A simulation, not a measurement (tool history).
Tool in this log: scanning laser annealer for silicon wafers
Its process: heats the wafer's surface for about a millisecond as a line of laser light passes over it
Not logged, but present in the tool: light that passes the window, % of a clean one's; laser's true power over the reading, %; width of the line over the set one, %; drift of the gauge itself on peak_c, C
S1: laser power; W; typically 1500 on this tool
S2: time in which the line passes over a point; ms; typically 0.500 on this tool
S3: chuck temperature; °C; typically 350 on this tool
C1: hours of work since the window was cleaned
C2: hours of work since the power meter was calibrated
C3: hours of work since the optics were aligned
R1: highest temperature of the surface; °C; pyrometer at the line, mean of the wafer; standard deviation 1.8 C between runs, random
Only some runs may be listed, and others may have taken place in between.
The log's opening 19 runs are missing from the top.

run   hour    S1     S2   S3   C1   C2    C3    R1
 20  331.6  1500  0.500  350  243  410   781  1042
 21  341.9  1500  0.500  338  251  418   788  1029
 22  364.6  1342  0.371  335  267  434   805   839
 23  379.8  1363  0.602  369  278  446   816  1036
 24  404.5  1363  0.602  369  297  464   834  1035
 25  426.5  1560  0.452  388  313  480   850  1070
 26  447.1  1500  0.376  350  328  495   865   934
 27  466.1  1500  0.411  364  342  509   879   974
 28  478.2  1587  0.500  342  351  518   888  1076
 29  499.4  1587  0.500  342  366  533   904  1072
 30  509.8  1587  0.500  342  374  541   911  1071
     518.6  -- window over the wafer cleaned
 31  527.1  1597  0.610  381    6  552   923  1254
 32  547.6  1597  0.610  381   21  567   938  1249
 33  565.1  1476  0.538  376   34  580   950  1101
 34  586.2  1501  0.538  376   50  595   966  1117
 35  606.2  1530  0.480  376   64  610   981  1090
 36  616.7  1530  0.480  376   72  618   988  1090
 37  638.7  1500  0.543  344   88  634  1004  1082
 38  650.2  1500  0.393  315   96  642  1013   935
 39  664.3  1479  0.393  315  107  653  1023   925
 40  686.4  1330  0.442  340  123  669  1039   897
 41  711.3  1387  0.463  389  141  687  1058   992

Alternative continuations, all from the tool just after run 41; predict every row:
  A  731.4  1500  0.500  339  156  702  1072   ?
  B  731.4  1579  0.414  330  156  702  1072   ?
  C  731.4  1602  0.531  350  156  702  1072   ?
  D  731.4  1550  0.451  331  156  702  1072   ?

run    R1
  A  1039
  B  1005
  C  1137
  D  1017
With the hidden condition removed and each run's random variation left untouched, the same runs would have given:
run    R1
  A  1071
  B  1036
  C  1173
  D  1048

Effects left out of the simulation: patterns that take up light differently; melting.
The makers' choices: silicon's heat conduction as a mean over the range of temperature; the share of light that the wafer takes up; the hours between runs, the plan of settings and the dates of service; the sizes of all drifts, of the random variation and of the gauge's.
